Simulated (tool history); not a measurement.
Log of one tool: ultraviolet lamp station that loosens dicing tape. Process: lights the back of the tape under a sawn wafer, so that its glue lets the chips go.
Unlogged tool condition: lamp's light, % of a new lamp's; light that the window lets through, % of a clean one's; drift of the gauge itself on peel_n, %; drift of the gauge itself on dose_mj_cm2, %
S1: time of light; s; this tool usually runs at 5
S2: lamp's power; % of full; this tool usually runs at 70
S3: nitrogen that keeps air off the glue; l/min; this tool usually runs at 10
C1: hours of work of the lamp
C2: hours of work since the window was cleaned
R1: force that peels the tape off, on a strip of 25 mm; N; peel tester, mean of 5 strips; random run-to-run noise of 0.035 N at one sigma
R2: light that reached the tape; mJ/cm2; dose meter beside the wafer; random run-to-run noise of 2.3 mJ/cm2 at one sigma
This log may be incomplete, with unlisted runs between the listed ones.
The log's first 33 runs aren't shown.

Run 34, hour 679.7: usual settings but S1 8 s, S2 92 % of full, S3 8 l/min; C1 533; C2 198. Result: R1 0.595 N, R2 382 mJ/cm2.
Run 35, hour 691.5: usual settings but S1 8 s, S3 19 l/min; C1 538; C2 203. Result: R1 0.510 N, R2 294 mJ/cm2.
Run 36, hour 706.6: usual settings but S1 8 s, S3 6 l/min; C1 544; C2 209. Result: R1 1.480 N, R2 292 mJ/cm2.
Run 37, hour 731.9: usual settings but S2 77 % of full, S3 7 l/min; C1 554; C2 219. Result: R1 2.517 N, R2 200 mJ/cm2.
Run 38, hour 756.8: usual settings but S1 8 s, S2 90 % of full, S3 9 l/min; C1 564; C2 230. Result: R1 0.570 N, R2 373 mJ/cm2.
Run 39, hour 770.8: usual settings but S1 4 s, S2 81 % of full; C1 570; C2 235. Result: R1 2.573 N, R2 169 mJ/cm2.
Run 40, hour 784.4: usual settings but S2 98 % of full, S3 9 l/min; C1 575; C2 241. Result: R1 1.414 N, R2 255 mJ/cm2.
Run 41, hour 803.5: usual settings but S1 9 s, S2 98 % of full, S3 5 l/min; C1 583; C2 249. Result: R1 0.636 N, R2 453 mJ/cm2.
Run 42, hour 817.0: usual settings but S1 6 s, S2 61 % of full, S3 4 l/min; C1 589; C2 254. Result: R1 3.761 N, R2 192 mJ/cm2.
Run 43, hour 834.9: usual settings but S1 4 s, S2 78 % of full, S3 6 l/min; C1 596; C2 261. Result: R1 3.751 N, R2 158 mJ/cm2.

Each row is a separate what-if for the run after 43, all from the same tool condition, not one after another. Results?
Run A, hour 856.6: usual settings but S1 3 s, S2 93 % of full, S3 19 l/min; C1 605; C2 270. Result: R1 ?, R2 ?.
Run B, hour 856.6: usual settings but S1 4 s, S2 78 % of full, S3 4 l/min; C1 605; C2 270. Result: R1 ?, R2 ?.
Run C, hour 856.6: usual settings but S2 81 % of full, S3 3 l/min; C1 605; C2 270. Result: R1 ?, R2 ?.

run     R1   R2
  A  2.329  143
  B  4.460  161
  C  3.862  206
Had the tool no hidden state, the same runs would have come out as:
run     R1   R2
  A  1.723  171
  B  3.701  192
  C  3.122  247

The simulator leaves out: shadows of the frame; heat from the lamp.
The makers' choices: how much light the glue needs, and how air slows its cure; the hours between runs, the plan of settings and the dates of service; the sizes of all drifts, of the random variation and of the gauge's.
